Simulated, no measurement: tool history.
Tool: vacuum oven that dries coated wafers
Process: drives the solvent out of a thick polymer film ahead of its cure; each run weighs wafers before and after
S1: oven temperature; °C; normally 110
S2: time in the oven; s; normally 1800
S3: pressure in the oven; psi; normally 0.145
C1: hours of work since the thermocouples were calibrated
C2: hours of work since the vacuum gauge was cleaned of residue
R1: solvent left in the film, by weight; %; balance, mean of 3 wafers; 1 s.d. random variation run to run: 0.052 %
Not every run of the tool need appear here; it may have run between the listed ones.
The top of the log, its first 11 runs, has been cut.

Run 12, day 9.683: usual settings; C1 606; C2 337. Result: R1 1.84 %.
Run 13, day 10.404: usual settings; C1 615; C2 346. Result: R1 1.71 %.
Run 14, day 11.512: usual settings; C1 629; C2 360. Result: R1 1.78 %.
Run 15, day 12.546: usual settings but S1 101 °C; C1 642; C2 372. Result: R1 4.03 %.
Run 16, day 13.742: usual settings but S1 101 °C; C1 657; C2 387. Result: R1 4.13 %.
Run 17, day 14.429: usual settings but S1 101 °C; C1 666; C2 396. Result: R1 4.08 %.
Run 18, day 15.625: usual settings but S1 101 °C; C1 681; C2 411. Result: R1 4.12 %.
Run 19, day 16.296: usual settings but S1 101 °C; C1 689; C2 419. Result: R1 4.08 %.
Run 20, day 17.5: usual settings but S2 1140 s; C1 704; C2 435. Result: R1 3.74 %.
Run 21, day 18.154: usual settings but S2 1140 s; C1 712; C2 443. Result: R1 3.69 %.
Run 22, day 19.246: usual settings but S1 122 °C, S2 1020 s, S3 0.078 psi; C1 726; C2 456. Result: R1 1.34 %.
Run 23, day 20.442: usual settings but S1 99 °C, S2 1080 s, S3 0.091 psi; C1 741; C2 471. Result: R1 7.89 %.
Run 24, day 21.354: usual settings but S1 99 °C, S2 2460 s, S3 0.1 psi; C1 752; C2 483. Result: R1 2.91 %.
Run 25, day 21.979: usual settings but S1 119 °C; C1 760; C2 491. Result: R1 0.84 %.
Run 26, day 23.058: usual settings but S1 119 °C; C1 774; C2 504. Result: R1 0.81 %.

Run 27, settings as shown, results not yet in. Your forecast:
Run 27, day 23.967: usual settings but S1 119 °C; C1 785; C2 516. Result: R1 ?.

Run 27 came out at R1 0.82 %.
Take away the tool's hidden state, keep the run-to-run variation as it was, and the same run would have given R1 0.65 %.
